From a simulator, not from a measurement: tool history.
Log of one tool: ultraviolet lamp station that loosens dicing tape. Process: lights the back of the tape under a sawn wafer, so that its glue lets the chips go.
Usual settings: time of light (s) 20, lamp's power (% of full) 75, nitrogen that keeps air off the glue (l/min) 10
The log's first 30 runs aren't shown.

| run | hour | time of light (s) | lamp's power (% of full) | nitrogen that keeps air off the glue (l/min) | force that peels the tape off (N) | light that reached the tape (mJ/cm²) |
|---|---|---|---|---|---|---|
| 31 | 511.3 | 20 | 61 | 5 | 1.560 | 389 |
| 32 | 528.8 | 22 | 63 | 7 | 1.116 | 438 |
| 33 | 544.3 | 20 | 75 | 18 | 0.592 | 469 |
| 34 | 562.3 | 20 | 75 | 18 | 0.602 | 468 |
| 35 | 581.6 | 22 | 70 | 9 | 0.794 | 482 |
| 36 | 601.5 | 26 | 92 | 10 | 0.365 | 749 |
| 37 | 612.5 | 11 | 92 | 4 | 2.151 | 313 |
| 38 | 625.7 | 22 | 73 | 10 | 0.671 | 502 |
| 39 | 636.6 | 29 | 67 | 10 | 0.505 | 610 |
| 40 | 647.9 | 21 | 66 | 6 | 1.177 | 431 |
| 41 | 672.0 | 14 | 79 | 10 | 1.245 | 350 |
| 42 | 695.7 | 22 | 98 | 10 | 0.428 | 674 |
| 43 | 714.8 | 38 | 98 | 4 | 0.313 | 1158 |

Forecast each of these 4 alternatives for the next run:
| A | 731.5 | 20 | 99 | 6 | ? | ? |
| B | 731.5 | 36 | 98 | 4 | ? | ? |
| C | 731.5 | 10 | 74 | 14 | ? | ? |
| D | 731.5 | 20 | 98 | 4 | ? | ? |

| run | force that peels the tape off (N) | light that reached the tape (mJ/cm²) |
|---|---|---|
| A | 0.668 | 617 |
| B | 0.325 | 1111 |
| C | 1.962 | 235 |
| D | 0.843 | 613 |
Without the tool's hidden state the same runs would have given:
| run | force that peels the tape off (N) | light that reached the tape (mJ/cm²) |
|---|---|---|
| A | 0.662 | 620 |
| B | 0.323 | 1116 |
| C | 1.951 | 237 |
| D | 0.836 | 617 |
